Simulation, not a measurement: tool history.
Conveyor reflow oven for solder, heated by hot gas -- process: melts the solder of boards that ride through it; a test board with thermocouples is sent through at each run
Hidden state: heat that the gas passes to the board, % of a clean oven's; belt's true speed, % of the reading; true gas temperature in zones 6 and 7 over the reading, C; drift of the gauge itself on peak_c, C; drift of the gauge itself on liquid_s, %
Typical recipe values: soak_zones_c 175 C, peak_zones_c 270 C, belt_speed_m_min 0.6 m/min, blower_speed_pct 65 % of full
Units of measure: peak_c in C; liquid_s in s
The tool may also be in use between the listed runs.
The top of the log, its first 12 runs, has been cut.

run,hour,soak_zones_c,peak_zones_c,belt_speed_m_min,blower_speed_pct,hours of work since the flux was cleaned out,hours of work since the belt drive was overhauled,hours of work since the thermocouples were changed,peak_c,liquid_s
13,450.5,175,270,0.6,65,118,1074,390,256.6,56.7
14,495,175,270,0.6,65,150,1105,421,256.4,56.7
# hour 505.2: flux residue cleaned out of gas plates and filters
# hour 509.2: belt drive overhauled, speed set with a stopwatch
15,529.5,175,270,0.6,65,14,14,439,257.4,58.1
16,556.7,165,270,0.6,65,33,33,458,255.9,54.3
17,603.6,165,270,0.6,65,66,66,491,255.8,54.1
18,643.4,162,269,0.688,62,94,94,518,248.3,40.7
19,675.3,162,269,0.688,62,116,116,541,248.3,40.8
# hour 682.5: belt drive overhauled, speed set with a stopwatch, once more
20,710,184,285,0.496,65,138,19,562,276,81.2
# hour 736.9: flux residue cleaned out of gas plates and filters
21,749.9,190,261,0.496,65,9,44,587,254.8,74.3
22,786.3,190,261,0.496,54,35,69,612,252.7,72.2
23,836.3,190,259,0.496,61,70,104,647,252.2,72.4
24,873.9,190,259,0.506,61,96,130,673,251.9,70.9
25,900.7,183,266,0.513,65,115,149,692,257.8,70.5
26,929.7,183,266,0.513,65,135,170,712,257.8,70.5
# hour 962.2: flux residue cleaned out of gas plates and filters
27,983.1,180,263,0.669,55,15,203,746,245.4,43.3
28,1005.5,180,263,0.669,55,30,219,762,245.2,43.1
29,1045.9,180,263,0.669,60,59,247,790,246.7,44.7
30,1084.2,180,263,0.669,60,85,274,817,246.7,44.6
31,1115.7,176,270,0.6,81,107,296,839,260.4,59.2

Consider 3 possible next runs. They are alternatives, not a sequence: every one starts from the tool as it was left by run 31. What does each give?
A,1157.4,186,270,0.6,72,137,325,868,?,?
B,1157.4,186,270,0.562,71,137,325,868,?,?
C,1157.4,175,268,0.6,65,137,325,868,?,?

run,peak_c,liquid_s
A,259.9,61.7
B,261.1,66.8
C,254.7,55
Had the tool no hidden state, the same runs would have come out as:
run,peak_c,liquid_s
A,259.6,61.3
B,260.7,66.4
C,254.5,54.7
